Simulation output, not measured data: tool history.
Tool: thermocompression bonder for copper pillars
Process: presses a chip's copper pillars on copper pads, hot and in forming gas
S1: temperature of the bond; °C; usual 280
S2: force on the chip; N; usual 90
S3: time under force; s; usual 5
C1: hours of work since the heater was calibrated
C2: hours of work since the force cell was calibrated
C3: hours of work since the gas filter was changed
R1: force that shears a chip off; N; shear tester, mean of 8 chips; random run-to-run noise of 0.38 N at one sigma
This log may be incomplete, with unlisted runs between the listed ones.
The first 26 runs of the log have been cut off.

| run | hour | S1 | S2 | S3 | C1 | C2 | C3 | R1 |
|---|---|---|---|---|---|---|---|---|
| 27 | 609.8 | 283 | 90 | 5 | 218 | 1164 | 122 | 69.5 |
| 28 | 624.0 | 275 | 134 | 6 | 227 | 1173 | 131 | 84.1 |
| 29 | 638.5 | 275 | 134 | 6 | 236 | 1182 | 140 | 83.8 |
| 30 | 663.3 | 281 | 97 | 4 | 251 | 1198 | 156 | 65.1 |
| 31 | 679.8 | 298 | 97 | 12 | 262 | 1208 | 166 | 103.9 |
| 32 | 713.4 | 269 | 87 | 3 | 283 | 1229 | 187 | 47.2 |
| 33 | 735.0 | 300 | 90 | 4 | 296 | 1243 | 201 | 75.9 |
| 34 | 764.0 | 305 | 90 | 4 | 314 | 1261 | 219 | 80.2 |
| 35 | 794.7 | 305 | 90 | 4 | 334 | 1280 | 238 | 80.0 |
| 36 | 821.1 | 305 | 90 | 4 | 350 | 1297 | 255 | 79.4 |
| 37 | 839.2 | 265 | 122 | 9 | 362 | 1308 | 266 | 79.9 |
| 38 | 869.4 | 279 | 71 | 4 | 381 | 1327 | 285 | 51.8 |
| 39 | 904.3 | 280 | 114 | 10 | 402 | 1349 | 307 | 91.5 |
| 40 | 930.8 | 305 | 100 | 8 | 419 | 1365 | 323 | 98.4 |

4 options for the next run, each taken on its own from the tool as it stands now. Forecast them:
| A | 957.1 | 255 | 112 | 9 | 436 | 1382 | 340 | ? |
| B | 957.1 | 287 | 100 | 10 | 436 | 1382 | 340 | ? |
| C | 957.1 | 295 | 91 | 5 | 436 | 1382 | 340 | ? |
| D | 957.1 | 270 | 131 | 5 | 436 | 1382 | 340 | ? |

| run | R1 |
|---|---|
| A | 67.5 |
| B | 90.4 |
| C | 77.0 |
| D | 71.7 |
With the hidden condition removed and each run's random variation left untouched, the same runs would have given:
| run | R1 |
|---|---|
| A | 71.4 |
| B | 96.8 |
| C | 82.3 |
| D | 76.2 |

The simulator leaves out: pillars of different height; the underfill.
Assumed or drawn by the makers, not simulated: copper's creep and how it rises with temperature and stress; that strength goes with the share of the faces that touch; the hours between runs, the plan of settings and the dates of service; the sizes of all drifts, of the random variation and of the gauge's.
